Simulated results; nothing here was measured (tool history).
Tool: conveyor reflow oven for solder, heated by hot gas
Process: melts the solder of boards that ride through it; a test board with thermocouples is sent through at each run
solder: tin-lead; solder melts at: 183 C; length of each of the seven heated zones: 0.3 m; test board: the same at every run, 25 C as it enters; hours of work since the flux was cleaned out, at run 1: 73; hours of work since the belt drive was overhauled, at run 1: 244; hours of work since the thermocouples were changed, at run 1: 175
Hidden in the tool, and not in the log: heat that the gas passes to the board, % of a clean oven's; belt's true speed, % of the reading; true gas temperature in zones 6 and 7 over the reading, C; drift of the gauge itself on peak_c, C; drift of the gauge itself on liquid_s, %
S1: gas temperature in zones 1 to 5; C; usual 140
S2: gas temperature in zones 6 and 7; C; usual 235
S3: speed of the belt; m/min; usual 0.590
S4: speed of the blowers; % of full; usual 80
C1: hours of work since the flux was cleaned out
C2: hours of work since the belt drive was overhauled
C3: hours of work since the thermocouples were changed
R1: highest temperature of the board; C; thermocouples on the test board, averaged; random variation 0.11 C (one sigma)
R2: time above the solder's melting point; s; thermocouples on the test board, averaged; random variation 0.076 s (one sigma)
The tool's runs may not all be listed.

Run 1, day 0.000: usual settings; C1 73; C2 244; C3 175. Result: R1 216.9 C, R2 45.59 s.
Run 2, day 0.504: usual settings; C1 79; C2 250; C3 181. Result: R1 216.8 C, R2 45.55 s.
Run 3, day 0.983: usual settings but S3 0.668 m/min; C1 85; C2 256; C3 187. Result: R1 212.3 C, R2 37.00 s.
Run 4, day 1.338: usual settings but S3 0.668 m/min; C1 89; C2 260; C3 191. Result: R1 212.1 C, R2 36.81 s.
Run 5, day 1.879: usual settings but S3 0.668 m/min; C1 96; C2 267; C3 198. Result: R1 212.3 C, R2 36.94 s.
Run 6, day 2.179: usual settings but S3 0.668 m/min; C1 99; C2 271; C3 202. Result: R1 212.2 C, R2 36.87 s.
Run 7, day 2.838: usual settings but S3 0.668 m/min; C1 108; C2 279; C3 210. Result: R1 212.3 C, R2 36.82 s.
Run 8, day 3.138: usual settings but S2 240 C; C1 111; C2 283; C3 214. Result: R1 221.0 C, R2 48.06 s.
At day 3.358: belt drive overhauled, speed set with a stopwatch.
Run 9, day 3.712: usual settings but S1 133 C, S2 231 C, S4 55 % of full; C1 116; C2 4; C3 219. Result: R1 205.7 C, R2 34.08 s.
Run 10, day 4.342: usual settings but S1 154 C, S2 231 C, S3 0.698 m/min, S4 72 % of full; C1 124; C2 12; C3 226. Result: R1 209.3 C, R2 36.92 s.
Run 11, day 4.629: usual settings but S1 154 C, S2 231 C, S3 0.698 m/min, S4 72 % of full; C1 128; C2 16; C3 230. Result: R1 209.3 C, R2 36.94 s.
Run 12, day 5.100: usual settings but S1 130 C, S3 0.609 m/min; C1 133; C2 21; C3 236. Result: R1 213.4 C, R2 39.14 s.
Run 13, day 5.500: usual settings but S1 130 C, S3 0.609 m/min; C1 138; C2 26; C3 241. Result: R1 213.5 C, R2 39.15 s.

The same runs without the tool's hidden state, with the same run-to-run variation:
run     R2
  1  45.37
  2  45.35
  3  36.91
  4  36.72
  5  36.87
  6  36.81
  7  36.79
  8  47.90
  9  33.83
 10  36.80
 11  36.83
 12  39.05
 13  39.07
R1: within 0.2 C of the measured result in every run.

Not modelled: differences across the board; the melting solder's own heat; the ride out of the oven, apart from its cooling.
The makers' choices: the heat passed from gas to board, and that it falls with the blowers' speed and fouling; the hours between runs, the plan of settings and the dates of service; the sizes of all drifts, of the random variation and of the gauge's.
